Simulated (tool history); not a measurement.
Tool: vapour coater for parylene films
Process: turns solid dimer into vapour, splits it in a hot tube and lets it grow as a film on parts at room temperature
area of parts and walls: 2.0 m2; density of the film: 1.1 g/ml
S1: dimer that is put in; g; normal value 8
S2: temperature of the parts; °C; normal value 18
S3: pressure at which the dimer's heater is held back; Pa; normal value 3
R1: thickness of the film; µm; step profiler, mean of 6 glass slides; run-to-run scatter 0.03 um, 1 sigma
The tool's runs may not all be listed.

run,hour,S1,S2,S3,R1
1,0,8,18,3,2.82
2,25,8,18,3,2.83
# hour 31.8: table's thermometer calibrated
3,50.1,8,18,3,2.88
4,99.3,6,18,3,2.18
5,151.2,8,18,3,2.86
6,178.2,8,18,3,2.92
7,199.6,8,18,3,2.83
8,245.6,4,18,3,1.42
9,286.3,4,11,5,1.59
10,337.8,4,11,5,1.63
11,390.3,3,16,4.82,1.06
# hour 422.1: trap's valve overhauled
12,429.1,3,16,4.82,1.06
13,453.7,5,25,3,1.45

Estimate the outcome of run 14 from the log above:
14,493.7,7,11,3.82,?

Run 14 yielded R1 2.92 µm.
With the hidden condition absent and the run-to-run variation left alone, this run would have shown R1 2.93 µm.

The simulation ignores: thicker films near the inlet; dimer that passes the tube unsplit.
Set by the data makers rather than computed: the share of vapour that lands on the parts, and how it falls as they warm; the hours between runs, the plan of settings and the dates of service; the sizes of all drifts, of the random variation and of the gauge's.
